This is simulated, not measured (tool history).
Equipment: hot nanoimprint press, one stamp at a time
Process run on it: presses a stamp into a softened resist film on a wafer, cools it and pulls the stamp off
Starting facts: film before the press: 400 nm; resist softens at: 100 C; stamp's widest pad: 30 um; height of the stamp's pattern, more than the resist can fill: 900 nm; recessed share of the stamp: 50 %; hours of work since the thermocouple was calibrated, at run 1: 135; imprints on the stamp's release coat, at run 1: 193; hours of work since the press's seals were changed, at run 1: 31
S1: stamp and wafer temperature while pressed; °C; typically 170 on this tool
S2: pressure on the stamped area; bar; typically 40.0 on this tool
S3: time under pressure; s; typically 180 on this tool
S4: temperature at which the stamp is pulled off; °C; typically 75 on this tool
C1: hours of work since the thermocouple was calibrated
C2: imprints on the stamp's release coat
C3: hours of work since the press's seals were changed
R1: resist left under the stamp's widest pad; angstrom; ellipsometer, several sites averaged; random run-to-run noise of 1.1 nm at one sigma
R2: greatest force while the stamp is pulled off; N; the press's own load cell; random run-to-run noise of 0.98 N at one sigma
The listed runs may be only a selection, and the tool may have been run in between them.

| run | hour | S1 | S2 | S3 | S4 | C1 | C2 | C3 | R1 | R2 |
|---|---|---|---|---|---|---|---|---|---|---|
| 1 | 0.0 | 170 | 40.0 | 180 | 75 | 135 | 193 | 31 | 1685 | 116.2 |
| 2 | 23.9 | 170 | 40.0 | 180 | 75 | 154 | 310 | 50 | 1681 | 116.6 |
| 3 | 53.3 | 170 | 40.0 | 180 | 75 | 177 | 455 | 73 | 1697 | 118.3 |
| 4 | 83.8 | 170 | 40.0 | 180 | 75 | 201 | 604 | 98 | 1710 | 118.7 |
| 5 | 102.2 | 170 | 29.2 | 180 | 75 | 216 | 695 | 112 | 2015 | 120.3 |
| 6 | 120.6 | 170 | 29.2 | 153 | 75 | 230 | 785 | 127 | 2101 | 121.2 |
| 7 | 146.5 | 170 | 29.2 | 153 | 75 | 251 | 912 | 147 | 2100 | 120.9 |
| 8 | 168.2 | 170 | 29.2 | 153 | 75 | 268 | 1019 | 164 | 2129 | 121.6 |
| 9 | 194.8 | 170 | 29.2 | 153 | 75 | 289 | 1150 | 185 | 2142 | 122.6 |
|  | 200.4 | plate thermocouple calibrated |
| 10 | 215.7 | 170 | 40.0 | 180 | 75 | 12 | 1237 | 200 | 1788 | 125.7 |
|  | 238.5 | stamp cleaned and given a new release coat |
| 11 | 255.8 | 170 | 40.0 | 180 | 75 | 39 | 85 | 227 | 1784 | 115.2 |
|  | 261.3 | plate thermocouple calibrated, once more |
| 12 | 292.5 | 170 | 40.0 | 180 | 75 | 25 | 251 | 253 | 1686 | 115.6 |
| 13 | 313.9 | 170 | 40.0 | 180 | 75 | 42 | 356 | 270 | 1714 | 115.9 |
| 14 | 328.2 | 170 | 40.0 | 180 | 75 | 53 | 426 | 282 | 1704 | 117.7 |
| 15 | 362.2 | 175 | 46.4 | 208 | 77 | 80 | 593 | 309 | 1195 | 114.7 |
| 16 | 382.0 | 175 | 46.4 | 208 | 77 | 96 | 690 | 324 | 1185 | 115.3 |
| 17 | 400.4 | 160 | 40.0 | 180 | 74 | 110 | 781 | 339 | 2698 | 120.8 |
| 18 | 432.2 | 164 | 40.0 | 113 | 74 | 135 | 937 | 364 | 2616 | 124.8 |
| 19 | 465.2 | 164 | 40.0 | 113 | 74 | 162 | 1099 | 390 | 2608 | 125.0 |
| 20 | 490.8 | 176 | 63.1 | 180 | 75 | 182 | 1225 | 411 | 1043 | 123.6 |
|  | 516.5 | stamp cleaned and given a new release coat |
| 21 | 521.0 | 176 | 33.5 | 179 | 69 | 201 | 22 | 430 | 1475 | 125.4 |
| 22 | 542.5 | 177 | 47.6 | 107 | 75 | 218 | 127 | 447 | 1412 | 115.6 |
| 23 | 563.1 | 161 | 36.4 | 302 | 75 | 234 | 228 | 463 | 2360 | 115.1 |
| 24 | 582.6 | 161 | 36.4 | 302 | 75 | 250 | 324 | 479 | 2351 | 116.9 |
| 25 | 613.9 | 162 | 30.4 | 255 | 66 | 275 | 478 | 503 | 2560 | 135.7 |
| 26 | 636.2 | 162 | 30.4 | 255 | 66 | 292 | 588 | 521 | 2543 | 137.0 |
|  | 658.4 | press's hydraulic seals changed and the load cell set to zero |
| 27 | 671.9 | 168 | 40.0 | 180 | 75 | 314 | 724 | 11 | 1913 | 122.0 |

Consider 5 possible next runs. They are alternatives, not a sequence: every one starts from the tool as it was left by run 27. What does each give?
| A | 705.2 | 174 | 24.0 | 180 | 63 | 341 | 887 | 37 | ? | ? |
| B | 705.2 | 160 | 35.9 | 180 | 75 | 341 | 887 | 37 | ? | ? |
| C | 705.2 | 170 | 40.0 | 336 | 75 | 341 | 887 | 37 | ? | ? |
| D | 705.2 | 168 | 40.0 | 101 | 68 | 341 | 887 | 37 | ? | ? |
| E | 705.2 | 167 | 43.7 | 180 | 80 | 341 | 887 | 37 | ? | ? |

| run | R1 | R2 |
|---|---|---|
| A | 1893 | 146.4 |
| B | 2833 | 122.0 |
| C | 1409 | 123.4 |
| D | 2357 | 136.6 |
| E | 1956 | 111.4 |
Without the tool's hidden state the same runs would have given:
| run | R1 | R2 |
|---|---|---|
| A | 1794 | 136.1 |
| B | 2703 | 113.0 |
| C | 1324 | 114.3 |
| D | 2238 | 126.7 |
| E | 1844 | 103.0 |

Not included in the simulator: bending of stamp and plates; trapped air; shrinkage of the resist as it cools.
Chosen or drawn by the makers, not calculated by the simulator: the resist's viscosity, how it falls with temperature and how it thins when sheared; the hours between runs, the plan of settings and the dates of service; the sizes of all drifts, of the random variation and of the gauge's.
